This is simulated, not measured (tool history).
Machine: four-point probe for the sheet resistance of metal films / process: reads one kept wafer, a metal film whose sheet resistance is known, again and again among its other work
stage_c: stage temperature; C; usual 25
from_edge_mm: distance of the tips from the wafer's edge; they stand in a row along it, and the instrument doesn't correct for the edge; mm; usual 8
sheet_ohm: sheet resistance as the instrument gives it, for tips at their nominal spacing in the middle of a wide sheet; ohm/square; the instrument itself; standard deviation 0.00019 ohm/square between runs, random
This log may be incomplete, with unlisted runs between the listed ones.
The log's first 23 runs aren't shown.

| run | hour | stage_c | from_edge_mm | sheet_ohm |
|---|---|---|---|---|
| 24 | 355.2 | 25 | 8 | 0.933301 |
| 25 | 368.3 | 23 | 17 | 0.927221 |
| 26 | 377.6 | 25 | 9 | 0.931907 |
| 27 | 397.4 | 22 | 8 | 0.933858 |
| 28 | 412.7 | 22 | 8 | 0.933844 |
| 29 | 433.8 | 27 | 5 | 0.944932 |
| 30 | 452.0 | 32 | 5 | 0.944198 |
| 31 | 464.2 | 28 | 50 | 0.925051 |
| 32 | 483.6 | 28 | 50 | 0.925453 |
| 33 | 500.8 | 20 | 9 | 0.932673 |
| 34 | 520.2 | 30 | 43 | 0.924608 |
| 35 | 536.2 | 21 | 8 | 0.934068 |
| 36 | 550.7 | 20 | 19 | 0.927721 |
| 37 | 569.6 | 23 | 6 | 0.939636 |
| 38 | 586.6 | 23 | 4 | 0.956286 |
| 39 | 601.8 | 28 | 15 | 0.927194 |
| 40 | 620.0 | 32 | 34 | 0.925371 |
| 41 | 631.7 | 32 | 34 | 0.925137 |

Run 42 comes next. What will it give?
| 42 | 645.1 | 27 | 15 | ? |

sheet_ohm: 0.927470 ohm/square
With no hidden state in the tool, this same run would have given sheet_ohm 0.927556 ohm/square.

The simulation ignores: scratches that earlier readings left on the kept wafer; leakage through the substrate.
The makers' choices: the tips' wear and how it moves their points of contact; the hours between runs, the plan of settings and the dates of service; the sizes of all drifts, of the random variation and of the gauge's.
